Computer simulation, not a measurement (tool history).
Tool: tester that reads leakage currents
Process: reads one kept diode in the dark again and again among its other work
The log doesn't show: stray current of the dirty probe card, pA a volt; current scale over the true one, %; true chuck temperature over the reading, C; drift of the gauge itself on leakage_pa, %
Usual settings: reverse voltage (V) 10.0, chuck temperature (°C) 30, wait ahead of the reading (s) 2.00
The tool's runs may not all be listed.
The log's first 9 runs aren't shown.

run      day  reverse voltage (V)  chuck temperature (°C)  wait ahead of the reading (s)  hours of work since the probe card was cleaned  hours of work since the tester was calibrated  hours of work since the chuck was calibrated  current that the tester gives (pA)
 10   77.308                 10.0                      56                           2.00                                             183                                           1963                                           288                             2757.77
 11   84.146                 10.0                      56                           2.00                                             279                                           2060                                           384                             2748.85
 12   93.933                 10.0                      30                           2.00                                             418                                           2198                                           523                              379.57
 13   99.742                 10.0                      30                           2.00                                             500                                           2281                                           605                              379.55
 14  110.062                 10.0                      30                           2.00                                             646                                           2427                                           751                              379.44
 15  115.196                 10.0                      30                           2.00                                             719                                           2499                                           824                              380.41
 16  123.983                 10.0                      30                           2.00                                             843                                           2623                                           948                              380.27
 17  130.617                 10.0                      30                           2.00                                             937                                           2717                                          1042                              379.05
 18  136.871                  2.4                      47                           0.84                                            1025                                           2806                                          1130                              854.37
     140.917  -- probe card cleaned and baked
 19  145.083                  2.5                      47                           0.68                                              59                                           2920                                          1245                              867.50
 20  154.062                  2.5                      47                           0.68                                             186                                           3047                                          1372                              867.87
 21  161.175                  1.6                      30                           0.41                                             287                                           3148                                          1472                              195.43
 22  168.962                  1.6                      30                           0.41                                             397                                           3258                                          1582                              194.20
     175.679  -- chuck's temperature calibrated
 23  181.125                 12.1                      30                           0.41                                             567                                           3429                                            77                              416.44
 24  190.304                 12.1                      30                           0.41                                             697                                           3558                                           207                              416.50
 25  200.229                 12.1                      30                           0.41                                             838                                           3699                                           347                              413.45
 26  208.796                 12.1                      30                           0.41                                             959                                           3820                                           468                              417.29
     218.004  -- probe card cleaned and baked
 27  218.392                 11.7                      31                           2.13                                               5                                           3954                                           602                              438.01
 28  227.158                  3.4                      52                           2.00                                             129                                           4078                                           726                             1395.52
 29  237.417                  5.9                      28                           1.39                                             275                                           4223                                           871                              265.89
 30  245.604                  7.6                      56                           2.00                                             390                                           4339                                           987                             2487.80
 31  255.462                  2.3                      23                           4.36                                             530                                           4478                                          1127                              122.28
 32  261.738                  2.3                      23                           4.36                                             619                                           4567                                          1215                              121.98
 33  270.325                  2.3                      23                           4.36                                             740                                           4689                                          1337                              121.62
 34  280.642                  1.0                      30                           1.13                                             886                                           4834                                          1483                              163.05

Forecast each of these 3 alternatives for the next run:
  A  289.917                  1.0                      48                           3.35                                            1017                                           4966                                          1614                                   ?
  B  289.917                  8.7                      30                           2.00                                            1017                                           4966                                          1614                                   ?
  C  289.917                  1.0                      33                           1.13                                            1017                                           4966                                          1614                                   ?

run  current that the tester gives (pA)
  A                              666.73
  B                              359.41
  C                              207.23
Without the tool's hidden state the same runs would have given:
run  current that the tester gives (pA)
  A                              666.37
  B                              359.12
  C                              207.10
